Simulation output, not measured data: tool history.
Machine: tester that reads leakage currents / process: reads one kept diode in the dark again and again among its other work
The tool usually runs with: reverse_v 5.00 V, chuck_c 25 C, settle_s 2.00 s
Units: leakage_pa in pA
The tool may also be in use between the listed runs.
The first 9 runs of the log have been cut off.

run,day,reverse_v,chuck_c,settle_s,hours of work since the probe card was cleaned,hours of work since the tester was calibrated,hours of work since the chuck was calibrated,leakage_pa
10,44.875,5.00,25,2.00,128,2030,519,44.94
# day 50.133: chuck's temperature calibrated
11,50.988,14.18,25,2.00,234,2136,15,76.33
12,56.258,14.18,25,2.00,326,2229,108,78.24
13,64.004,14.18,25,2.00,463,2365,244,82.59
14,68.979,5.00,25,2.00,550,2453,332,52.41
15,75.379,5.00,25,7.12,663,2566,444,52.43
16,80.279,1.55,25,2.00,749,2652,531,32.75
# day 84.862: chuck's temperature calibrated
17,86.021,1.55,25,2.00,849,2751,20,36.47
18,94.433,1.55,25,2.00,997,2900,169,35.97
# day 95.300: probe card cleaned and baked
19,101.729,1.55,25,2.00,113,3026,295,31.15
20,105.746,9.98,25,0.46,184,3097,365,65.85

Run 21 is up next; what results do you expect?
# day 108.583: tester calibrated
21,111.975,7.28,25,0.33,292,60,474,?

{"run 21": {"leakage_pa": 60.0}}
Were there no unlogged condition in the tool, this run, its random variation unchanged, would have produced leakage_pa 59.30 pA.
